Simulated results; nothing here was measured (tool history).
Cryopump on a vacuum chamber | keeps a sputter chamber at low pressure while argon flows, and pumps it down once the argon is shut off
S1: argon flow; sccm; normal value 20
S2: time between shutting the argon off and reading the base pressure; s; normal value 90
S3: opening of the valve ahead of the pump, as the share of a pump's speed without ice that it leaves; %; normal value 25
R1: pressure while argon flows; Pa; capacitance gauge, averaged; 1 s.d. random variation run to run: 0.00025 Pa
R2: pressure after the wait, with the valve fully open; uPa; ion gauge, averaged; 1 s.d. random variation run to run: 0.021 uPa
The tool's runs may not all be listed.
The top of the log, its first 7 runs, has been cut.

Run 8, hour 359.9: usual settings but S2 194 s. Result: R1 0.0591 Pa, R2 0.51 uPa.
Run 9, hour 425.3: usual settings but S2 194 s. Result: R1 0.0588 Pa, R2 0.51 uPa.
Run 10, hour 480.4: usual settings but S2 73 s. Result: R1 0.0589 Pa, R2 0.69 uPa.
Run 11, hour 514.8: usual settings. Result: R1 0.0594 Pa, R2 0.65 uPa.
Run 12, hour 556.1: usual settings but S3 42 %. Result: R1 0.0353 Pa, R2 0.67 uPa.
Run 13, hour 624.1: usual settings but S2 86 s. Result: R1 0.0588 Pa, R2 0.62 uPa.
Run 14, hour 695.2: usual settings but S2 86 s. Result: R1 0.0597 Pa, R2 0.70 uPa.
Run 15, hour 764.8: usual settings but S2 86 s. Result: R1 0.0597 Pa, R2 0.71 uPa.
Run 16, hour 794.6: usual settings but S2 86 s. Result: R1 0.0596 Pa, R2 0.70 uPa.
Run 17, hour 829.8: usual settings but S3 16 %. Result: R1 0.0929 Pa, R2 0.71 uPa.
Run 18, hour 901.2: usual settings but S1 12 sccm, S2 34 s. Result: R1 0.0354 Pa, R2 1.06 uPa.
Run 19, hour 970.8: usual settings but S2 75 s. Result: R1 0.0597 Pa, R2 0.76 uPa.
Run 20, hour 1002.0: usual settings but S2 75 s. Result: R1 0.0602 Pa, R2 0.75 uPa.
Run 21, hour 1049.0: usual settings but S1 8 sccm, S2 78 s, S3 45 %. Result: R1 0.0132 Pa, R2 0.78 uPa.
Run 22, hour 1122.5: usual settings but S1 8 sccm, S2 78 s, S3 45 %. Result: R1 0.0132 Pa, R2 0.78 uPa.
Run 23, hour 1165.6: usual settings but S1 8 sccm, S2 78 s, S3 45 %. Result: R1 0.0136 Pa, R2 0.80 uPa.
Run 24, hour 1213.4: usual settings but S1 10 sccm, S2 21 s, S3 49 %. Result: R1 0.0158 Pa, R2 1.47 uPa.
Run 25, hour 1283.7: usual settings but S1 10 sccm, S2 21 s, S3 49 %. Result: R1 0.0158 Pa, R2 1.48 uPa.
Run 26, hour 1348.4: usual settings but S2 207 s. Result: R1 0.0599 Pa, R2 0.71 uPa.
Run 27, hour 1384.1: usual settings but S1 9 sccm, S2 108 s, S3 36 %. Result: R1 0.0189 Pa, R2 0.79 uPa.
Run 28, hour 1452.1: usual settings but S1 8 sccm, S2 108 s, S3 36 %. Result: R1 0.0168 Pa, R2 0.79 uPa.

Run 29 has not been measured yet. What should we expect?
Run 29, hour 1523.7: usual settings but S1 9 sccm, S3 38 %. Result: R1 ?, R2 ?.

{"run 29": {"R1": 0.0177, "R2": 0.88}}
The same run, on a tool lacking any hidden state, would have yielded R1 0.0170 Pa, R2 0.37 uPa.
